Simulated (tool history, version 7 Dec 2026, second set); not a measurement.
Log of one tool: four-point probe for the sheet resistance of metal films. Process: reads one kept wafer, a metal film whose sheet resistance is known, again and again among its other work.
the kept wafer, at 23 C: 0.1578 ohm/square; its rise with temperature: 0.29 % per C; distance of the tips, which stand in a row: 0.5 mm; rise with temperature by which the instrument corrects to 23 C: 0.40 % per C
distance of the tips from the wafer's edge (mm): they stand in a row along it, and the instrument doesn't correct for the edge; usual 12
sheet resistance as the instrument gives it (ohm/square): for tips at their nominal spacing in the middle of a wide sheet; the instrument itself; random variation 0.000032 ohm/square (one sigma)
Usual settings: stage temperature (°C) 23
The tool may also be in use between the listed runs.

run,day,stage temperature (°C),distance of the tips from the wafer's edge (mm),sheet resistance as the instrument gives it (ohm/square)
1,0,23,12,0.157978
2,1.071,23,12,0.158053
3,1.779,23,10,0.158071
4,2.475,23,10,0.158098
5,3.158,25,10,0.157714
6,4.412,27,10,0.157299
7,5.7,27,10,0.157327
8,6.596,23,8,0.158095
9,7.258,23,8,0.158157
10,8.221,23,8,0.158168
11,8.879,26,12,0.157491
12,10.171,26,12,0.157537
13,11.279,23,12,0.158026
14,11.896,23,12,0.158041
15,13.075,23,12,0.158038
16,13.875,23,12,0.157819
17,14.879,23,12,0.157787
18,15.617,23,12,0.157762
19,16.542,23,12,0.157778
20,17.8,22,7,0.158239
21,18.879,20,18,0.158206
22,19.958,20,18,0.158233
23,20.754,20,18,0.158181
24,21.988,20,5,0.158983
25,22.662,20,5,0.158994
26,23.312,23,15,0.157671
27,24.512,25,3,0.159596
28,25.55,24,24,0.15739
29,26.438,24,24,0.157435
30,27.746,23,45,0.157576
31,28.821,21,51,0.15793
32,29.896,21,51,0.15795
33,30.871,25,3,0.159519
34,31.792,30,18,0.156447
35,32.938,26,64,0.157032
36,34.162,30,6,0.156991
37,35.017,28,4,0.158072

Taken out of this log: 2 entries between the listed runs. Where each belongs, and how the hidden state differs across it:
Between runs 11 and 12: stage's thermometer calibrated (day 8.996)
  inner tips' distance over the nominal, %: -0.06 -> -0.066; tips' flats over new ones', %: 11 -> 12; wafer's true temperature over the reading, C: 0.25 -> 0.42
  measured less the result without the state, sheet resistance as the instrument gives it (ohm/square): +0.000011 -> +0.000077
Between runs 15 and 16: stage's thermometer calibrated, once more (day 13.667)
  inner tips' distance over the nominal, %: -0.081 -> -0.085; tips' flats over new ones', %: 13 -> 14; wafer's true temperature over the reading, C: 0.44 -> 0.01
  measured less the result without the state, sheet resistance as the instrument gives it (ohm/square): +0.000062 -> -0.000138
